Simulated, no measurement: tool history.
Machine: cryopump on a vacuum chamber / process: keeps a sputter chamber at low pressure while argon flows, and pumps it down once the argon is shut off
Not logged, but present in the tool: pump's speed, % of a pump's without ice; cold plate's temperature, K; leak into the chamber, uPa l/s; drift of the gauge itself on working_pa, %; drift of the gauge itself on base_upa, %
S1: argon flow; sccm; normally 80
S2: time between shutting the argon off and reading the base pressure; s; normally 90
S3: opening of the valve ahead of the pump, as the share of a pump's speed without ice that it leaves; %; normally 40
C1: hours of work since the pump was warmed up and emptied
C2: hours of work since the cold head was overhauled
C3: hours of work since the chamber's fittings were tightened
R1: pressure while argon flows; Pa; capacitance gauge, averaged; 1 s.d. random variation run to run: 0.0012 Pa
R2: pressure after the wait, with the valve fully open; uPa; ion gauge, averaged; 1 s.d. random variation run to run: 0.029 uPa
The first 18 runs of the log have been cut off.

| run | hour | S1 | S2 | S3 | C1 | C2 | C3 | R1 | R2 |
|---|---|---|---|---|---|---|---|---|---|
| 19 | 1002.5 | 43 | 44 | 16 | 980 | 2207 | 1098 | 0.3848 | 3.43 |
| 20 | 1067.1 | 43 | 44 | 16 | 1019 | 2246 | 1136 | 0.3894 | 3.47 |
| 21 | 1100.6 | 43 | 44 | 16 | 1039 | 2266 | 1157 | 0.3888 | 3.56 |
| 22 | 1142.6 | 34 | 122 | 30 | 1064 | 2291 | 1182 | 0.1709 | 2.05 |
| 23 | 1215.8 | 99 | 50 | 16 | 1108 | 2335 | 1226 | 0.9026 | 3.28 |
| 24 | 1293.4 | 35 | 49 | 16 | 1155 | 2382 | 1273 | 0.3207 | 3.42 |
|  | 1344.6 | pump warmed up, emptied and cooled again |
| 25 | 1371.7 | 35 | 49 | 16 | 16 | 2426 | 1317 | 0.3000 | 3.13 |
| 26 | 1429.0 | 35 | 49 | 16 | 51 | 2461 | 1351 | 0.3005 | 3.07 |
| 27 | 1503.4 | 35 | 49 | 16 | 95 | 2505 | 1396 | 0.3004 | 3.12 |
| 28 | 1562.5 | 35 | 134 | 16 | 131 | 2541 | 1431 | 0.3007 | 1.84 |
| 29 | 1604.5 | 35 | 74 | 16 | 156 | 2566 | 1457 | 0.3008 | 2.45 |
| 30 | 1680.0 | 117 | 130 | 18 | 202 | 2612 | 1502 | 0.9005 | 1.90 |
| 31 | 1730.2 | 117 | 130 | 18 | 232 | 2642 | 1532 | 0.9049 | 1.86 |
| 32 | 1793.2 | 112 | 44 | 15 | 270 | 2680 | 1570 | 1.0355 | 3.48 |
| 33 | 1856.8 | 106 | 104 | 46 | 308 | 2718 | 1608 | 0.3323 | 2.20 |
| 34 | 1930.4 | 106 | 104 | 46 | 352 | 2762 | 1653 | 0.3316 | 2.26 |
| 35 | 1997.1 | 106 | 104 | 46 | 392 | 2802 | 1693 | 0.3325 | 2.27 |

What if the next run were any one of these 3? Each begins from the tool's condition after run 35:
| A | 2074.9 | 80 | 90 | 47 | 439 | 2849 | 1740 | ? | ? |
| B | 2074.9 | 144 | 90 | 40 | 439 | 2849 | 1740 | ? | ? |
| C | 2074.9 | 85 | 90 | 40 | 439 | 2849 | 1740 | ? | ? |

| run | R1 | R2 |
|---|---|---|
| A | 0.2484 | 2.46 |
| B | 0.5236 | 2.46 |
| C | 0.3095 | 2.48 |
Without the tool's unlogged condition, the same runs would have read:
| run | R1 | R2 |
|---|---|---|
| A | 0.2316 | 1.38 |
| B | 0.4931 | 1.38 |
| C | 0.2914 | 1.40 |
